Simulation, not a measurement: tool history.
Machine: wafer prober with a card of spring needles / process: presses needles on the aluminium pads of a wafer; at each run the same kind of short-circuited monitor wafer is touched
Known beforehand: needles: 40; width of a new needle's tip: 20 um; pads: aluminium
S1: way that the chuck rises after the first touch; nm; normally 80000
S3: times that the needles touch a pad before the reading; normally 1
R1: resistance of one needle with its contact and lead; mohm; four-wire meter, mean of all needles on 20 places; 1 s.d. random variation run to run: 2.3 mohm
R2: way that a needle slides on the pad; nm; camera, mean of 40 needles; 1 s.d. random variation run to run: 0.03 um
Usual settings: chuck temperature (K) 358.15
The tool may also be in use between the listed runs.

{"run": 1, "hour": 0.0, "S1": 80000, "chuck temperature (K)": 358.15, "S3": 1, "R1": 257, "R2": 16830}
{"run": 2, "hour": 14.6, "S1": 80000, "chuck temperature (K)": 358.15, "S3": 1, "R1": 256, "R2": 16870}
{"run": 3, "hour": 29.0, "S1": 80000, "chuck temperature (K)": 358.15, "S3": 1, "R1": 257, "R2": 16790}
{"run": 4, "hour": 38.1, "S1": 98000, "chuck temperature (K)": 358.15, "S3": 1, "R1": 256, "R2": 20610}
{"run": 5, "hour": 46.8, "S1": 98000, "chuck temperature (K)": 358.15, "S3": 1, "R1": 254, "R2": 20680}
{"run": 6, "hour": 60.6, "S1": 98000, "chuck temperature (K)": 358.15, "S3": 1, "R1": 252, "R2": 20660}
{"run": 7, "hour": 67.2, "S1": 70000, "chuck temperature (K)": 358.15, "S3": 1, "R1": 257, "R2": 14750}
{"run": 8, "hour": 82.5, "S1": 80000, "chuck temperature (K)": 317.15, "S3": 1, "R1": 246, "R2": 16880}
{"run": 9, "hour": 90.3, "S1": 80000, "chuck temperature (K)": 317.15, "S3": 1, "R1": 248, "R2": 16940}
{"run": 10, "hour": 101.1, "S1": 80000, "chuck temperature (K)": 317.15, "S3": 1, "R1": 246, "R2": 16890}
{"run": 11, "hour": 111.5, "S1": 80000, "chuck temperature (K)": 317.15, "S3": 1, "R1": 246, "R2": 16910}
{"run": 12, "hour": 124.4, "S1": 80000, "chuck temperature (K)": 317.15, "S3": 2, "R1": 244, "R2": 16960}
{"run": 13, "hour": 136.5, "S1": 70000, "chuck temperature (K)": 367.15, "S3": 3, "R1": 258, "R2": 14800}
{"run": 14, "hour": 146.0, "S1": 70000, "chuck temperature (K)": 367.15, "S3": 3, "R1": 259, "R2": 14760}
{"run": 15, "hour": 154.4, "S1": 70000, "chuck temperature (K)": 367.15, "S3": 3, "R1": 257, "R2": 14800}
{"run": 16, "hour": 169.8, "S1": 84000, "chuck temperature (K)": 367.15, "S3": 2, "R1": 258, "R2": 17800}
{"run": 17, "hour": 177.8, "S1": 80000, "chuck temperature (K)": 343.15, "S3": 3, "R1": 250, "R2": 16980}
{"run": 18, "hour": 189.6, "S1": 80000, "chuck temperature (K)": 343.15, "S3": 3, "R1": 253, "R2": 16980}
{"run": 19, "hour": 200.2, "S1": 80000, "chuck temperature (K)": 305.15, "S3": 1, "R1": 244, "R2": 16980}
{"run": 20, "hour": 212.5, "S1": 81000, "chuck temperature (K)": 375.15, "S3": 2, "R1": 260, "R2": 17150}
{"run": 21, "hour": 224.4, "S1": 66000, "chuck temperature (K)": 393.15, "S3": 2, "R1": 273, "R2": 14000}
{"run": 22, "hour": 236.1, "S1": 66000, "chuck temperature (K)": 393.15, "S3": 2, "R1": 267, "R2": 13970}
{"run": 23, "hour": 250.1, "S1": 86000, "chuck temperature (K)": 336.15, "S3": 2, "R1": 250, "R2": 18300}
{"run": 24, "hour": 262.6, "S1": 86000, "chuck temperature (K)": 336.15, "S3": 2, "R1": 249, "R2": 18240}

Taken out of this log: 16 entries between the listed runs. Where each belongs, and how the hidden state differs across it:
In the gap between runs 1 and 2: tips cleaned on abrasive film (hour 12.2)
  debris on the tips, nm: 0.5 -> 0.4; drift of the gauge itself on scrub_um, %: 0 -> 0.05
  measured value less the no-hidden-state value, R2: +0 -> +10 nm
In the gap between runs 2 and 3: tips cleaned on abrasive film (hour 28.3)
  debris on the tips, nm: 0.4 -> 0.1; way that the needles fall short of the set height, um: 0 -> 0.01; drift of the gauge itself on scrub_um, %: 0.05 -> 0.11
  measured value less the no-hidden-state value, R2: +10 -> +10 nm
In the gap between runs 4 and 5: tips cleaned on abrasive film (hour 44.5)
  debris on the tips, nm: 0.7 -> 0.4; drift of the gauge itself on scrub_um, %: 0.14 -> 0.17
  measured value less the no-hidden-state value, R2: +30 -> +30 nm
In the gap between runs 5 and 6: tips cleaned on abrasive film (hour 60.6)
  debris on the tips, nm: 0.4 -> 0; drift of the gauge itself on scrub_um, %: 0.17 -> 0.22
  measured value less the no-hidden-state value, R2: +30 -> +50 nm
In the gap between runs 7 and 8: tips cleaned on abrasive film (hour 76.3)
  drift of the gauge itself on scrub_um, %: 0.25 -> 0.3
  measured value less the no-hidden-state value, R2: +40 -> +50 nm
In the gap between runs 9 and 10: tips cleaned on abrasive film (hour 91.9)
  drift of the gauge itself on scrub_um, %: 0.33 -> 0.37
  measured value less the no-hidden-state value, R2: +60 -> +60 nm
In the gap between runs 10 and 11: tips cleaned on abrasive film (hour 107.5)
  debris on the tips, nm: 0.7 -> 0.5; drift of the gauge itself on scrub_um, %: 0.37 -> 0.41
  measured value less the no-hidden-state value, R2: +60 -> +70 nm
In the gap between runs 11 and 12: tips cleaned on abrasive film (hour 123.9)
  debris on the tips, nm: 0.5 -> 0.1; drift of the gauge itself on scrub_um, %: 0.41 -> 0.45
  measured value less the no-hidden-state value, R2: +70 -> +80 nm
In the gap between runs 13 and 14: tips cleaned on abrasive film (hour 139.9)
  debris on the tips, nm: 0.7 -> 0.6; tips' diameter, um: 20 -> 20.01; drift of the gauge itself on scrub_um, %: 0.5 -> 0.53
  measured value less the no-hidden-state value, R2: +70 -> +70 nm
In the gap between runs 15 and 16: tips cleaned on abrasive film (hour 155.4)
  way that the needles fall short of the set height, um: 0.01 -> 0.02; drift of the gauge itself on scrub_um, %: 0.56 -> 0.62
  measured value less the no-hidden-state value, R2: +80 -> +110 nm
In the gap between runs 16 and 17: tips cleaned on abrasive film (hour 171)
  debris on the tips, nm: 0.7 -> 0.6; drift of the gauge itself on scrub_um, %: 0.62 -> 0.65
  measured value less the no-hidden-state value, R2: +110 -> +110 nm
In the gap between runs 17 and 18: tips cleaned on abrasive film (hour 187.3)
  debris on the tips, nm: 0.6 -> 0.4; drift of the gauge itself on scrub_um, %: 0.65 -> 0.69
  measured value less the no-hidden-state value, R2: +110 -> +120 nm
In the gap between runs 19 and 20: tips cleaned on abrasive film (hour 204)
  drift of the gauge itself on scrub_um, %: 0.73 -> 0.78
  measured value less the no-hidden-state value, R2: +120 -> +130 nm
In the gap between runs 20 and 21: tips cleaned on abrasive film (hour 219.8)
  debris on the tips, nm: 0.7 -> 0.5; drift of the gauge itself on scrub_um, %: 0.78 -> 0.82
  measured value less the no-hidden-state value, R2: +130 -> +110 nm
In the gap between runs 21 and 22: tips cleaned on abrasive film (hour 235.5)
  debris on the tips, nm: 0.5 -> 0.1; drift of the gauge itself on scrub_um, %: 0.82 -> 0.86
  measured value less the no-hidden-state value, R2: +110 -> +120 nm
In the gap between runs 23 and 24: tips cleaned on abrasive film (hour 252.3)
  drift of the gauge itself on scrub_um, %: 0.91 -> 0.96
  measured value less the no-hidden-state value, R2: +160 -> +170 nm
